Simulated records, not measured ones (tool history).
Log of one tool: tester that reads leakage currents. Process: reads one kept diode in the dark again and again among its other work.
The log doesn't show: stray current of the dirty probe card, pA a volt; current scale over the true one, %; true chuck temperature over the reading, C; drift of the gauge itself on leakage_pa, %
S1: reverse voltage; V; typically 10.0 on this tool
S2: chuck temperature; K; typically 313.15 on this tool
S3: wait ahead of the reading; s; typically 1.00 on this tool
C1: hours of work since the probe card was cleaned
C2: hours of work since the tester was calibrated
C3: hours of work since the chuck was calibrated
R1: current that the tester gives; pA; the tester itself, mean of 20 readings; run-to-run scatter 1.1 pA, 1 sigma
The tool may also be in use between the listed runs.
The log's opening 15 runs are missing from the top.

run,day,S1,S2,S3,C1,C2,C3,R1
16,17.821,10.0,312.15,1.00,1958,1042,423,323.73
17,19.092,1.4,313.15,1.00,1973,1057,439,112.99
18,20.538,1.4,313.15,1.00,1991,1075,456,113.76
19,21.742,1.4,313.15,1.00,2005,1089,471,113.15
20,22.508,1.4,313.15,1.00,2015,1099,480,113.02
# day 22.704: tester calibrated
21,23.929,14.8,331.15,1.45,2031,15,496,1678.22
22,25.350,1.1,303.15,2.36,2048,32,514,43.59
23,26.838,1.1,320.15,2.36,2066,50,532,171.09
24,28.425,4.1,303.15,0.77,2086,70,551,94.01
# day 28.854: tester calibrated, once more
25,29.425,9.6,307.15,0.77,2097,7,562,212.80
26,30.833,10.0,313.15,0.75,2114,24,579,344.24
27,31.542,3.5,316.15,1.49,2122,33,588,237.08
28,32.888,1.9,295.15,4.07,2139,49,604,31.06
29,33.812,10.0,318.15,1.77,2150,60,616,506.69
30,35.512,1.6,315.15,0.87,2171,81,636,140.12
31,36.471,1.6,315.15,0.87,2182,93,648,140.60
32,37.400,1.6,315.15,0.87,2194,104,659,139.87
33,38.767,1.6,315.15,0.87,2210,120,676,139.18
34,39.562,1.6,313.15,1.69,2220,130,685,118.77
35,41.238,1.6,313.15,1.69,2240,151,706,118.39
36,42.438,17.0,313.15,0.92,2255,165,720,464.37
37,43.788,17.0,313.15,0.92,2271,181,737,463.74
38,44.879,11.9,312.15,3.17,2285,195,750,345.13
39,46.438,11.9,312.15,3.17,2304,214,769,347.25

4 options for the next run, each taken on its own from the tool as it stands now. Forecast them:
# day 47.525: chuck's temperature calibrated
A,48.071,1.6,325.15,4.08,2322,233,7,?
# day 47.525: chuck's temperature calibrated
B,48.071,2.9,330.15,3.17,2322,233,7,?
# day 47.525: chuck's temperature calibrated
C,48.071,15.9,330.15,0.34,2322,233,7,?
# day 47.525: chuck's temperature calibrated
D,48.071,3.5,308.15,4.59,2322,233,7,?

run,R1
A,338.16
B,682.82
C,1753.13
D,139.16
With no hidden state in the tool, these same runs would have given:
run,R1
A,331.46
B,670.31
C,1698.87
D,128.80
